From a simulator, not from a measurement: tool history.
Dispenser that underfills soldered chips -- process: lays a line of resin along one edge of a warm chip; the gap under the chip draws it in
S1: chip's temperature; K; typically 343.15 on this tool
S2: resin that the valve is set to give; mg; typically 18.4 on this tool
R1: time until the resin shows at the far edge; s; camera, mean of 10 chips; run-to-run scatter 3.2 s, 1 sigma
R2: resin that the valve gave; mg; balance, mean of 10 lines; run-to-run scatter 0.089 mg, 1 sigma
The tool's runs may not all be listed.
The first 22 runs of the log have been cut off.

run	hour	S1	S2	R1	R2
# hour 198.7: new syringe of resin
23	201.8	358.15	23.1	231.5	22.8
24	207.9	358.15	23.1	331.8	22.59
# hour 208.6: new syringe of resin
25	217.2	344.15	16.5	535	16.27
# hour 218.8: new syringe of resin
26	225.8	343.15	18.4	491	18.03
# hour 228.7: new syringe of resin
27	233	343.15	18.4	421.1	17.97
# hour 239: new syringe of resin
28	242.5	336.15	20.8	503.4	20.13
# hour 249.2: new syringe of resin
29	252	343.15	19.7	373.1	18.99
# hour 259.6: new syringe of resin
30	260.4	343.15	19.7	334.7	19.04
31	267.4	343.15	19.7	503	19.01
# hour 269.5: new syringe of resin
32	275.6	342.15	22.2	467.7	21.16
# hour 279.4: new syringe of resin
33	284	342.15	19.3	443.3	18.56
# hour 289.2: new syringe of resin
34	290.6	342.15	19.3	367.8	18.61
35	296.9	343.15	16.7	551.6	15.85

Branching from run 35: 3 alternative next runs. What would each branch give?
# hour 299.2: new syringe of resin
A	307	333.15	16	?	?
# hour 299.2: new syringe of resin
B	307	343.15	18.7	?	?
# hour 299.2: new syringe of resin
C	307	346.15	18.4	?	?

run	R1	R2
A	808.5	15.26
B	528.1	17.84
C	473.2	17.49
With no hidden state in the tool, these same runs would have given:
run	R1	R2
A	473.5	16.12
B	313.2	18.84
C	280.6	18.48
